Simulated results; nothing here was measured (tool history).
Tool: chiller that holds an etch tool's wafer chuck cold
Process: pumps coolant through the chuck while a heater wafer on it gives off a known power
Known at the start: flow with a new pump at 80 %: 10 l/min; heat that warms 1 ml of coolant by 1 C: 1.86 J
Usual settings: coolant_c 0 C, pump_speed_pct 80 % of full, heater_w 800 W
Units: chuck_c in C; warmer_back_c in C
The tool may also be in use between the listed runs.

run   hour  coolant_c  pump_speed_pct  heater_w  chuck_c  warmer_back_c
  1      0          0              80       800      7.2            2.7
  2     35          0              80       588      5.1           1.97
  3   93.9          0              80       588      5.4           2.03
  4  122.7          0              80       588      5.2              2
  5  168.4          0              80       800      7.4           2.69
  6  197.9          0              80       505      4.4           1.71
  7  226.3          9              71       484     13.8           1.86
  8  276.2          9              71       484     13.6           1.91
  9  314.3          9              71       484     13.7           1.87
 10  361.7          1              84       674        7           2.16

Hidden state or all else? Some run-to-run changes of chuck_c, split into what the settings, what came in and random variation would give without the hidden state, and what is left for the hidden state (with any gauge scatter that isn't in both results):
The hidden state here: heat passed by the chuck's channels, % of clean ones'; flow at a given pump speed, % of a new pump's; coolant's true temperature over the reading, C; drift of the gauge itself on chuck_c, C; drift of the gauge itself on warmer_back_c, C.
Run 1 -> 2: heater_w 800 -> 588. chuck_c -2.1 C: hidden state -0.1, all else -2.
Run 6 -> 7: coolant_c 0 -> 9, pump_speed_pct 80 -> 71, heater_w 505 -> 484. chuck_c +9.4 C: hidden state +0, all else +9.4.

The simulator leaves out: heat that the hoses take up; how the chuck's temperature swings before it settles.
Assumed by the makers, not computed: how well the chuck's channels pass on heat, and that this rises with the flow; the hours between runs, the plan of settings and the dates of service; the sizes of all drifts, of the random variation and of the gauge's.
